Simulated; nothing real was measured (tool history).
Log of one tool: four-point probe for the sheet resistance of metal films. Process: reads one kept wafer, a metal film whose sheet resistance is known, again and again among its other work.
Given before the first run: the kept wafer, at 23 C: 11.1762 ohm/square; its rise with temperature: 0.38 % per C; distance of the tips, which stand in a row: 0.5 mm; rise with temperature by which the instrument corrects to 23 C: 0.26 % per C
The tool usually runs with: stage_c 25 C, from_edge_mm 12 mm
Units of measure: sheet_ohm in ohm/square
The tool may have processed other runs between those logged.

run 1 hour=0.0 | stage_c=25 from_edge_mm=12 | sheet_ohm=11.147753
run 2 hour=104.6 | stage_c=29 from_edge_mm=12 | sheet_ohm=11.197488
run 3 hour=158.0 | stage_c=29 from_edge_mm=12 | sheet_ohm=11.195995
run 4 hour=219.7 | stage_c=34 from_edge_mm=12 | sheet_ohm=11.259830
run 5 hour=290.3 | stage_c=34 from_edge_mm=12 | sheet_ohm=11.262164
run 6 hour=394.0 | stage_c=34 from_edge_mm=12 | sheet_ohm=11.258497
run 7 hour=502.4 | stage_c=34 from_edge_mm=12 | sheet_ohm=11.254730
run 8 hour=620.3 | stage_c=34 from_edge_mm=12 | sheet_ohm=11.251708
run 9 hour=736.4 | stage_c=34 from_edge_mm=12 | sheet_ohm=11.249553
run 10 hour=837.2 | stage_c=34 from_edge_mm=12 | sheet_ohm=11.250471
run 11 hour=915.6 | stage_c=34 from_edge_mm=12 | sheet_ohm=11.245567
run 12 hour=1002.1 | stage_c=25 from_edge_mm=12 | sheet_ohm=11.128460
run 13 hour=1063.6 | stage_c=25 from_edge_mm=74 | sheet_ohm=11.115570
run 14 hour=1118.2 | stage_c=20 from_edge_mm=12 | sheet_ohm=11.056631
run 15 hour=1186.9 | stage_c=25 from_edge_mm=57 | sheet_ohm=11.113318
run 16 hour=1302.7 | stage_c=25 from_edge_mm=57 | sheet_ohm=11.109067

Predict the results of run 17:
run 17 hour=1422.6 | stage_c=25 from_edge_mm=57 | sheet_ohm=?

{"run 17": {"sheet_ohm": 11.109628}}
Had the tool carried no hidden state, the very same run would have given sheet_ohm 11.204506 ohm/square.
